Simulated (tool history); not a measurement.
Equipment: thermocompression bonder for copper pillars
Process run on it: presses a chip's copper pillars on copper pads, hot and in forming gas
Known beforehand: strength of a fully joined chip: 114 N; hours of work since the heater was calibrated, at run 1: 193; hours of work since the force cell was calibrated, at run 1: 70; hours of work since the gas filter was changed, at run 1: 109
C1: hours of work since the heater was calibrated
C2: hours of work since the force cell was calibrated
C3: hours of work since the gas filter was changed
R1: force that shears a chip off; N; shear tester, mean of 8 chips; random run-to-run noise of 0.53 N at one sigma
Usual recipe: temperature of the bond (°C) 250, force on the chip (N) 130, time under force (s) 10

run 1 hour=0 | temperature_of_the_bond_(°C)=250 force_on_the_chip_(N)=130 time_under_force_(s)=10 | C1=193 C2=70 C3=109 | R1=39.8
run 2 hour=5.8 | temperature_of_the_bond_(°C)=250 force_on_the_chip_(N)=130 time_under_force_(s)=10 | C1=196 C2=73 C3=112 | R1=39.7
run 3 hour=10.9 | temperature_of_the_bond_(°C)=250 force_on_the_chip_(N)=130 time_under_force_(s)=10 | C1=198 C2=75 C3=115 | R1=40.7
run 4 hour=16.4 | temperature_of_the_bond_(°C)=250 force_on_the_chip_(N)=130 time_under_force_(s)=10 | C1=201 C2=78 C3=117 | R1=40.7
run 5 hour=25.3 | temperature_of_the_bond_(°C)=250 force_on_the_chip_(N)=130 time_under_force_(s)=10 | C1=205 C2=82 C3=121 | R1=40.9
run 6 hour=33.8 | temperature_of_the_bond_(°C)=250 force_on_the_chip_(N)=130 time_under_force_(s)=10 | C1=209 C2=86 C3=125 | R1=39.8
run 7 hour=43.9 | temperature_of_the_bond_(°C)=250 force_on_the_chip_(N)=130 time_under_force_(s)=28 | C1=214 C2=91 C3=130 | R1=59.5
run 8 hour=54.2 | temperature_of_the_bond_(°C)=250 force_on_the_chip_(N)=130 time_under_force_(s)=28 | C1=219 C2=96 C3=135 | R1=58.9
run 9 hour=60.5 | temperature_of_the_bond_(°C)=250 force_on_the_chip_(N)=130 time_under_force_(s)=10 | C1=222 C2=99 C3=138 | R1=41.3
run 10 hour=65.7 | temperature_of_the_bond_(°C)=250 force_on_the_chip_(N)=130 time_under_force_(s)=10 | C1=224 C2=101 C3=141 | R1=39.5
run 11 hour=77.1 | temperature_of_the_bond_(°C)=250 force_on_the_chip_(N)=130 time_under_force_(s)=10 | C1=230 C2=107 C3=146 | R1=40.5
run 12 hour=88.4 | temperature_of_the_bond_(°C)=272 force_on_the_chip_(N)=123 time_under_force_(s)=29 | C1=235 C2=112 C3=152 | R1=74.5
run 13 hour=96.4 | temperature_of_the_bond_(°C)=225 force_on_the_chip_(N)=165 time_under_force_(s)=6 | C1=239 C2=116 C3=155 | R1=25.5
-- hour=98 forming gas filter changed
run 14 hour=103.2 | temperature_of_the_bond_(°C)=225 force_on_the_chip_(N)=165 time_under_force_(s)=6 | C1=242 C2=119 C3=2 | R1=26.1
run 15 hour=110.7 | temperature_of_the_bond_(°C)=225 force_on_the_chip_(N)=165 time_under_force_(s)=6 | C1=245 C2=122 C3=6 | R1=26.7

Estimate the outcome of run 16 from the log above:
run 16 hour=121.5 | temperature_of_the_bond_(°C)=250 force_on_the_chip_(N)=83 time_under_force_(s)=13 | C1=251 C2=128 C3=11 | R1=?

R1: 28.2 N
With the hidden condition absent and the run-to-run variation left alone, this run would have shown R1 28.3 N.

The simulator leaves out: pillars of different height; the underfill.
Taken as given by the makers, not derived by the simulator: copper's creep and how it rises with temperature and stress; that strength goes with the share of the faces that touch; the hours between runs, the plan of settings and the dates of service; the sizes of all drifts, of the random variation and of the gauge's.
